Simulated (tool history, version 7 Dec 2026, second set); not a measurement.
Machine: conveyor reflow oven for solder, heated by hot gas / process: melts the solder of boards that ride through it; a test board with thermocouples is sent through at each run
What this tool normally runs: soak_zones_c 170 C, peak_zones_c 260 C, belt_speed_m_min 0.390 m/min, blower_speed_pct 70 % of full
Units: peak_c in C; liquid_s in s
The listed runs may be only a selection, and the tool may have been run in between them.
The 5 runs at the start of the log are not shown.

Run 6, hour 103.8: usual settings but peak_zones_c 252 C. Result: peak_c 240.56 C, liquid_s 76.2 s.
Run 7, hour 136.3: usual settings but peak_zones_c 252 C. Result: peak_c 240.55 C, liquid_s 76.4 s.
Run 8, hour 160.0: usual settings. Result: peak_c 247.67 C, liquid_s 86.2 s.
Run 9, hour 174.2: usual settings but soak_zones_c 158 C. Result: peak_c 245.89 C, liquid_s 77.7 s.
Run 10, hour 206.8: usual settings but soak_zones_c 158 C. Result: peak_c 245.90 C, liquid_s 77.5 s.
Run 11, hour 226.9: usual settings but soak_zones_c 158 C. Result: peak_c 245.88 C, liquid_s 77.7 s.
Run 12, hour 254.2: usual settings but peak_zones_c 252 C. Result: peak_c 240.61 C, liquid_s 76.1 s.
Run 13, hour 267.9: usual settings but peak_zones_c 252 C. Result: peak_c 240.61 C, liquid_s 75.9 s.
At hour 300.6: flux residue cleaned out of gas plates and filters.
Run 14, hour 301.6: usual settings but peak_zones_c 252 C. Result: peak_c 241.44 C, liquid_s 78.3 s.
Run 15, hour 328.4: usual settings but peak_zones_c 252 C. Result: peak_c 241.50 C, liquid_s 78.1 s.
Run 16, hour 351.2: usual settings but peak_zones_c 252 C, belt_speed_m_min 0.333 m/min. Result: peak_c 244.88 C, liquid_s 101.6 s.
Run 17, hour 375.9: usual settings but soak_zones_c 175 C. Result: peak_c 249.27 C, liquid_s 91.9 s.
Run 18, hour 402.0: usual settings but soak_zones_c 181 C, peak_zones_c 257 C, belt_speed_m_min 0.342 m/min, blower_speed_pct 86 % of full. Result: peak_c 252.20 C, liquid_s 117.0 s.
Run 19, hour 425.8: usual settings but soak_zones_c 180 C, blower_speed_pct 50 % of full. Result: peak_c 245.19 C, liquid_s 86.3 s.
Run 20, hour 451.3: usual settings but soak_zones_c 180 C, peak_zones_c 256 C, blower_speed_pct 55 % of full. Result: peak_c 243.25 C, liquid_s 84.2 s.
At hour 471.9: thermocouples of zones 6 and 7 changed.
Run 21, hour 478.4: usual settings but soak_zones_c 178 C, peak_zones_c 256 C, belt_speed_m_min 0.387 m/min, blower_speed_pct 55 % of full. Result: peak_c 241.95 C, liquid_s 82.1 s.
At hour 484.2: belt drive overhauled, speed set with a stopwatch.
Run 22, hour 504.9: usual settings but soak_zones_c 173 C, peak_zones_c 255 C, belt_speed_m_min 0.351 m/min, blower_speed_pct 61 % of full. Result: peak_c 244.29 C, liquid_s 94.5 s.
Run 23, hour 522.2: usual settings but soak_zones_c 166 C, belt_speed_m_min 0.411 m/min. Result: peak_c 245.35 C, liquid_s 76.7 s.
Run 24, hour 544.5: usual settings but soak_zones_c 173 C, peak_zones_c 254 C, belt_speed_m_min 0.411 m/min. Result: peak_c 241.19 C, liquid_s 74.9 s.
At hour 554.0: belt drive overhauled, speed set with a stopwatch, once more.
Run 25, hour 576.7: usual settings but peak_zones_c 261 C, blower_speed_pct 72 % of full. Result: peak_c 248.61 C, liquid_s 87.3 s.
Run 26, hour 606.1: usual settings but soak_zones_c 166 C. Result: peak_c 246.66 C, liquid_s 82.3 s.
Run 27, hour 621.8: usual settings but soak_zones_c 167 C, belt_speed_m_min 0.445 m/min, blower_speed_pct 82 % of full. Result: peak_c 245.42 C, liquid_s 70.2 s.
Run 28, hour 650.8: usual settings but soak_zones_c 160 C, peak_zones_c 273 C, belt_speed_m_min 0.381 m/min, blower_speed_pct 66 % of full. Result: peak_c 257.11 C, liquid_s 93.2 s.
Run 29, hour 675.1: usual settings but soak_zones_c 160 C, peak_zones_c 257 C, belt_speed_m_min 0.381 m/min, blower_speed_pct 81 % of full. Result: peak_c 245.77 C, liquid_s 82.2 s.
Run 30, hour 703.7: usual settings but soak_zones_c 160 C, peak_zones_c 257 C, belt_speed_m_min 0.391 m/min, blower_speed_pct 81 % of full. Result: peak_c 245.05 C, liquid_s 78.8 s.

Branching from run 30: 4 alternative next runs. What would each branch give?
Run A, hour 722.2: usual settings but soak_zones_c 160 C, peak_zones_c 262 C, belt_speed_m_min 0.369 m/min, blower_speed_pct 81 % of full. Result: peak_c ?, liquid_s ?.
Run B, hour 722.2: usual settings but soak_zones_c 178 C, peak_zones_c 257 C, belt_speed_m_min 0.391 m/min, blower_speed_pct 81 % of full. Result: peak_c ?, liquid_s ?.
Run C, hour 722.2: usual settings but soak_zones_c 160 C, peak_zones_c 255 C, belt_speed_m_min 0.428 m/min, blower_speed_pct 81 % of full. Result: peak_c ?, liquid_s ?.
Run D, hour 722.2: usual settings but soak_zones_c 160 C, peak_zones_c 271 C, belt_speed_m_min 0.344 m/min, blower_speed_pct 64 % of full. Result: peak_c ?, liquid_s ?.

run  peak_c  liquid_s
  A  251.30      92.3
  B  247.46      91.4
  C  240.79      64.2
  D  258.03     105.6
With no hidden state in the tool, these same runs would have given:
run  peak_c  liquid_s
  A  251.82      93.4
  B  247.86      92.4
  C  241.45      65.7
  D  258.48     106.4

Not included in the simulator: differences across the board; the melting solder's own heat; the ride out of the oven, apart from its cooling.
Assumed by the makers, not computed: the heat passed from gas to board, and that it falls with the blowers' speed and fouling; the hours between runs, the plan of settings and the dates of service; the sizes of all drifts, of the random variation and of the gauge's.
